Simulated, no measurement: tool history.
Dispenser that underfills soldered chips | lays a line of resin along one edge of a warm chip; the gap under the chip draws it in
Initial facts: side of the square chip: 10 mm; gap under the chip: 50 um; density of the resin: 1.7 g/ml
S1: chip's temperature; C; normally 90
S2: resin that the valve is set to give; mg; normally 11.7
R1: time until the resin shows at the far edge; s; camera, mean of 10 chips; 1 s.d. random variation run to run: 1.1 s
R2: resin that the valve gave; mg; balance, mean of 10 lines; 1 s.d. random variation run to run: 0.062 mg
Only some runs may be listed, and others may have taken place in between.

run	hour	S1	S2	R1	R2
1	0.0	90	11.7	108.5	11.33
2	9.8	90	11.7	176.0	11.32
# hour 11.5: new syringe of resin
3	17.3	90	11.7	135.8	11.16
# hour 24.3: new syringe of resin
4	25.2	90	14.7	101.9	14.14
# hour 36.8: new syringe of resin
5	37.3	90	14.7	100.6	14.09
6	45.0	90	14.7	145.9	14.12
# hour 49.7: new syringe of resin
7	53.5	90	14.7	116.7	13.95
# hour 61.8: new syringe of resin
8	61.8	90	14.7	98.3	13.87
9	73.5	101	13.5	119.5	12.69
# hour 75.2: new syringe of resin
# hour 87.3: new syringe of resin
10	87.3	100	9.9	77.5	9.25
# hour 100.4: new syringe of resin
# hour 102.2: dispensing valve cleaned and set on the balance
11	102.9	75	10.9	188.2	10.84
# hour 114.0: new syringe of resin
12	118.6	75	10.9	218.6	10.88
# hour 126.2: new syringe of resin
13	126.2	77	10.0	170.1	9.87

5 options for the next run, each taken on its own from the tool as it stands now. Forecast them:
# hour 138.7: new syringe of resin
A	140.3	103	11.5	?	?
# hour 138.7: new syringe of resin
B	140.3	88	11.7	?	?
# hour 138.7: new syringe of resin
C	140.3	90	12.6	?	?
# hour 138.7: new syringe of resin
D	140.3	90	10.2	?	?
# hour 138.7: new syringe of resin
E	140.3	93	11.7	?	?

run	R1	R2
A	68.6	11.35
B	115.6	11.59
C	104.5	12.37
D	111.2	10.08
E	94.6	11.51
With the hidden condition removed and each run's random variation left untouched, the same runs would have given:
run	R1	R2
A	68.0	11.50
B	115.2	11.75
C	104.2	12.54
D	110.5	10.21
E	94.1	11.67

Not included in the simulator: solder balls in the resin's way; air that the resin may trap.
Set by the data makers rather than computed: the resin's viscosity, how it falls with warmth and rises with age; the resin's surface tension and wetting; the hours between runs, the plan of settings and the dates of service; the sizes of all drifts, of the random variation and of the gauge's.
